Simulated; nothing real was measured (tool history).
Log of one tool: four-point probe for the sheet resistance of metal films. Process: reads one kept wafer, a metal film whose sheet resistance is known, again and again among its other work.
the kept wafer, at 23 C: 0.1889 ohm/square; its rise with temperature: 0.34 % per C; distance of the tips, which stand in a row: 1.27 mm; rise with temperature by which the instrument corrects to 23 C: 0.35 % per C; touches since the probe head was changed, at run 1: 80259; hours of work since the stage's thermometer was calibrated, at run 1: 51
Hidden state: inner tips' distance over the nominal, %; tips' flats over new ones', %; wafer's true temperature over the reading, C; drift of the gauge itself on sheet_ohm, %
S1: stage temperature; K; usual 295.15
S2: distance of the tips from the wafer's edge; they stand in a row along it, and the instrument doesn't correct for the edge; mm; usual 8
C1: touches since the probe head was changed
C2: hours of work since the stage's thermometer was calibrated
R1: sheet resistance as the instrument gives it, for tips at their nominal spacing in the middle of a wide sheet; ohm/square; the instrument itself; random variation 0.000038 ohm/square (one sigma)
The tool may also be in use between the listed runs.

{"run": 1, "day": 0.0, "S1": 295.15, "S2": 8, "C1": 80259, "C2": 51, "R1": 0.192404}
{"run": 2, "day": 0.604, "S1": 295.15, "S2": 8, "C1": 80912, "C2": 58, "R1": 0.192413}
{"run": 3, "day": 1.254, "S1": 295.15, "S2": 8, "C1": 81612, "C2": 66, "R1": 0.192361}
{"run": 4, "day": 1.758, "S1": 295.15, "S2": 8, "C1": 82152, "C2": 72, "R1": 0.192421}
{"run": 5, "day": 2.729, "S1": 296.15, "S2": 8, "C1": 83202, "C2": 84, "R1": 0.192397}
{"run": 6, "day": 3.479, "S1": 296.15, "S2": 8, "C1": 84007, "C2": 93, "R1": 0.192527}
{"run": 7, "day": 3.908, "S1": 304.15, "S2": 8, "C1": 84473, "C2": 98, "R1": 0.192188}
{"run": 8, "day": 4.35, "S1": 295.15, "S2": 21, "C1": 84947, "C2": 104, "R1": 0.190327}
{"run": 9, "day": 5.079, "S1": 295.15, "S2": 21, "C1": 85734, "C2": 113, "R1": 0.190317}
{"run": 10, "day": 5.758, "S1": 295.15, "S2": 8, "C1": 86465, "C2": 121, "R1": 0.192487}
{"run": 11, "day": 6.746, "S1": 295.15, "S2": 8, "C1": 87532, "C2": 133, "R1": 0.192543}
{"run": 12, "day": 7.242, "S1": 295.15, "S2": 8, "C1": 88064, "C2": 139, "R1": 0.192562}
{"run": 13, "day": 7.896, "S1": 295.15, "S2": 8, "C1": 88769, "C2": 147, "R1": 0.192545}
{"run": 14, "day": 8.758, "S1": 295.15, "S2": 8, "C1": 89702, "C2": 157, "R1": 0.192597}
{"run": 15, "day": 9.221, "S1": 295.15, "S2": 8, "C1": 90201, "C2": 163, "R1": 0.192573}
{"day": 9.317, "done": "stage's thermometer calibrated"}
{"run": 16, "day": 9.738, "S1": 295.15, "S2": 8, "C1": 90734, "C2": 5, "R1": 0.192617}
{"run": 17, "day": 10.383, "S1": 304.15, "S2": 8, "C1": 91429, "C2": 13, "R1": 0.192333}
{"run": 18, "day": 11.062, "S1": 304.15, "S2": 8, "C1": 92162, "C2": 21, "R1": 0.192379}
{"run": 19, "day": 11.925, "S1": 295.15, "S2": 4, "C1": 93091, "C2": 32, "R1": 0.199939}
{"run": 20, "day": 12.608, "S1": 295.15, "S2": 4, "C1": 93828, "C2": 40, "R1": 0.199904}
{"run": 21, "day": 13.325, "S1": 295.15, "S2": 4, "C1": 94599, "C2": 49, "R1": 0.199901}
{"run": 22, "day": 14.108, "S1": 302.15, "S2": 4, "C1": 95443, "C2": 58, "R1": 0.199749}
{"day": 15.004, "done": "stage's thermometer calibrated, once more"}
{"run": 23, "day": 15.062, "S1": 302.15, "S2": 4, "C1": 96450, "C2": 1, "R1": 0.199578}
{"run": 24, "day": 15.942, "S1": 295.15, "S2": 55, "C1": 97399, "C2": 11, "R1": 0.190218}
{"run": 25, "day": 16.812, "S1": 291.15, "S2": 39, "C1": 98336, "C2": 22, "R1": 0.190334}
{"run": 26, "day": 17.3, "S1": 291.15, "S2": 39, "C1": 98862, "C2": 28, "R1": 0.190358}
{"run": 27, "day": 17.921, "S1": 291.15, "S2": 39, "C1": 99533, "C2": 35, "R1": 0.190426}
{"run": 28, "day": 18.733, "S1": 297.15, "S2": 5, "C1": 100407, "C2": 45, "R1": 0.19647}
{"run": 29, "day": 19.742, "S1": 297.15, "S2": 10, "C1": 101494, "C2": 58, "R1": 0.191733}
{"run": 30, "day": 20.221, "S1": 293.15, "S2": 4, "C1": 102011, "C2": 63, "R1": 0.199953}
{"run": 31, "day": 21.167, "S1": 295.15, "S2": 22, "C1": 103030, "C2": 75, "R1": 0.190566}
{"run": 32, "day": 21.733, "S1": 299.15, "S2": 36, "C1": 103644, "C2": 82, "R1": 0.190206}
{"run": 33, "day": 22.158, "S1": 299.15, "S2": 54, "C1": 104103, "C2": 87, "R1": 0.190164}
{"run": 34, "day": 22.638, "S1": 303.15, "S2": 16, "C1": 104619, "C2": 93, "R1": 0.190628}
{"run": 35, "day": 23.079, "S1": 303.15, "S2": 16, "C1": 105092, "C2": 98, "R1": 0.190726}
{"run": 36, "day": 24.054, "S1": 298.15, "S2": 8, "C1": 106144, "C2": 110, "R1": 0.192749}
{"run": 37, "day": 24.996, "S1": 292.15, "S2": 40, "C1": 107158, "C2": 121, "R1": 0.190454}
{"run": 38, "day": 25.954, "S1": 292.15, "S2": 40, "C1": 108194, "C2": 133, "R1": 0.190513}
{"run": 39, "day": 26.638, "S1": 292.15, "S2": 40, "C1": 108929, "C2": 141, "R1": 0.190516}
{"run": 40, "day": 27.638, "S1": 292.15, "S2": 40, "C1": 110009, "C2": 153, "R1": 0.190528}
{"run": 41, "day": 28.154, "S1": 303.15, "S2": 4, "C1": 110566, "C2": 160, "R1": 0.19988}
{"run": 42, "day": 28.962, "S1": 305.15, "S2": 35, "C1": 111437, "C2": 170, "R1": 0.190178}
{"run": 43, "day": 29.733, "S1": 292.15, "S2": 8, "C1": 112266, "C2": 179, "R1": 0.193063}

Some steps in R1 between neighbouring runs. How much of each would the tool show without its hidden state too (settings, what came in, random variation), and how much is left for the hidden state, with any gauge scatter that isn't in both results?
Run 18 -> 19: S1 304.15 -> 295.15, S2 8 -> 4. R1 +0.00756 ohm/square: hidden state +0.000066, all else +0.007494.
Run 22 -> 23: stage's thermometer calibrated, once more. R1 -0.000171 ohm/square: hidden state -0.000081, all else -0.00009.
Run 23 -> 24: S1 302.15 -> 295.15, S2 4 -> 55. R1 -0.00936 ohm/square: hidden state -0.000033, all else -0.009327.
Run 30 -> 31: S1 293.15 -> 295.15, S2 4 -> 22. R1 -0.009387 ohm/square: hidden state -0.000036, all else -0.009351.
Run 40 -> 41: S1 292.15 -> 303.15, S2 40 -> 4. R1 +0.009352 ohm/square: hidden state +0.000075, all else +0.009277.
Run 41 -> 42: S1 303.15 -> 305.15, S2 4 -> 35. R1 -0.009702 ohm/square: hidden state -0.00005, all else -0.009652.
